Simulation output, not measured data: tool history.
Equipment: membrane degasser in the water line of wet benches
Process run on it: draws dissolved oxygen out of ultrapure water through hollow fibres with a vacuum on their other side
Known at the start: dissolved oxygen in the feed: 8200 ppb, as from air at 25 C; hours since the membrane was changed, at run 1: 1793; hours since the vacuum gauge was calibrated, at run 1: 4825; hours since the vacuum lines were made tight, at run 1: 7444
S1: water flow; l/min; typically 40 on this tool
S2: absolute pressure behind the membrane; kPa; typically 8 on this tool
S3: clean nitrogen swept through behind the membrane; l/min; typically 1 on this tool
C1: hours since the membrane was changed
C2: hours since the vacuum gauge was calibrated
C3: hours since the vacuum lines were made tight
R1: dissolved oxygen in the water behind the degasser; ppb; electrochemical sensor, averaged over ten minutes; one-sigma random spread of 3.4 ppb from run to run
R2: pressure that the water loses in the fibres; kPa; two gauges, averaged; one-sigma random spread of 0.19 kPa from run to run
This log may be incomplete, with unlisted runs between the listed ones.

run 1 hour=0 | S1=40 S2=8 S3=1 | C1=1793 C2=4825 C3=7444 | R1=406.1 R2=40.36
run 2 hour=166.3 | S1=40 S2=8 S3=1 | C1=1960 C2=4992 C3=7611 | R1=400.7 R2=40.07
run 3 hour=363.3 | S1=40 S2=8 S3=1 | C1=2157 C2=5189 C3=7808 | R1=410 R2=40.27
-- hour=396.3 vacuum gauge calibrated
run 4 hour=484.7 | S1=40 S2=8 S3=1 | C1=2278 C2=88 C3=7929 | R1=416.2 R2=40.07
run 5 hour=677.8 | S1=40 S2=8 S3=1 | C1=2471 C2=282 C3=8122 | R1=416.6 R2=40.55
run 6 hour=771.5 | S1=40 S2=8 S3=1 | C1=2564 C2=375 C3=8215 | R1=414.5 R2=40.16
run 7 hour=951.2 | S1=40 S2=8 S3=1 | C1=2744 C2=555 C3=8395 | R1=416.4 R2=40.6
-- hour=1009.8 vacuum gauge calibrated, once more
run 8 hour=1041.7 | S1=40 S2=8 S3=1 | C1=2834 C2=32 C3=8485 | R1=382.3 R2=40.11
run 9 hour=1199.3 | S1=40 S2=8 S3=1 | C1=2992 C2=189 C3=8643 | R1=383.7 R2=40.3
run 10 hour=1351 | S1=40 S2=8 S3=1 | C1=3143 C2=341 C3=8794 | R1=388.4 R2=40.29
run 11 hour=1498 | S1=40 S2=8 S3=2.55 | C1=3290 C2=488 C3=8941 | R1=184.7 R2=40.5
run 12 hour=1610.3 | S1=40 S2=8 S3=1 | C1=3403 C2=600 C3=9054 | R1=388.2 R2=40.47
run 13 hour=1709.8 | S1=40 S2=8 S3=1.85 | C1=3502 C2=700 C3=9153 | R1=241.8 R2=40.47
run 14 hour=1873.8 | S1=40 S2=8 S3=1.85 | C1=3666 C2=864 C3=9317 | R1=244.2 R2=40.25
run 15 hour=2070 | S1=40 S2=8 S3=1 | C1=3862 C2=1060 C3=9513 | R1=388 R2=40.99
run 16 hour=2160.1 | S1=40 S2=8 S3=1 | C1=3952 C2=1150 C3=9603 | R1=390.8 R2=40.41
run 17 hour=2273.2 | S1=40 S2=8 S3=1 | C1=4065 C2=1263 C3=9716 | R1=384.7 R2=40.49
run 18 hour=2447.5 | S1=40 S2=7.04 S3=2.15 | C1=4240 C2=1438 C3=9891 | R1=178.5 R2=40.56
run 19 hour=2636.7 | S1=51 S2=4.89 S3=2.35 | C1=4429 C2=1627 C3=10080 | R1=125.2 R2=51.83
run 20 hour=2807.2 | S1=51 S2=4.89 S3=2.35 | C1=4600 C2=1797 C3=10251 | R1=125.1 R2=51.8
run 21 hour=2943 | S1=39 S2=8 S3=0.52 | C1=4735 C2=1933 C3=10386 | R1=611 R2=39.73
run 22 hour=3092.6 | S1=39 S2=7.85 S3=0.44 | C1=4885 C2=2083 C3=10536 | R1=664.2 R2=39.89
run 23 hour=3263.3 | S1=40 S2=8 S3=2.19 | C1=5056 C2=2253 C3=10707 | R1=213.2 R2=40.51
run 24 hour=3422.3 | S1=29 S2=8 S3=1.62 | C1=5215 C2=2412 C3=10866 | R1=200.5 R2=29.64
run 25 hour=3508.9 | S1=28 S2=9.15 S3=1 | C1=5301 C2=2499 C3=10952 | R1=360.2 R2=28.83
run 26 hour=3658.3 | S1=28 S2=9.15 S3=1 | C1=5451 C2=2648 C3=11102 | R1=356.6 R2=28.34
run 27 hour=3746.9 | S1=28 S2=9.15 S3=1 | C1=5539 C2=2737 C3=11190 | R1=355.3 R2=28.33
run 28 hour=3879.2 | S1=35 S2=8 S3=1 | C1=5671 C2=2869 C3=11322 | R1=352 R2=35.91

Forecast run 29:
run 29 hour=3961.7 | S1=41 S2=6.51 S3=1 | C1=5754 C2=2952 C3=11405 | R1=? R2=?

{"run 29": {"R1": 293.7, "R2": 42.47}}
With the hidden condition absent and the run-to-run variation left alone, this run would have shown R1 277.4 ppb, R2 41.49 kPa.
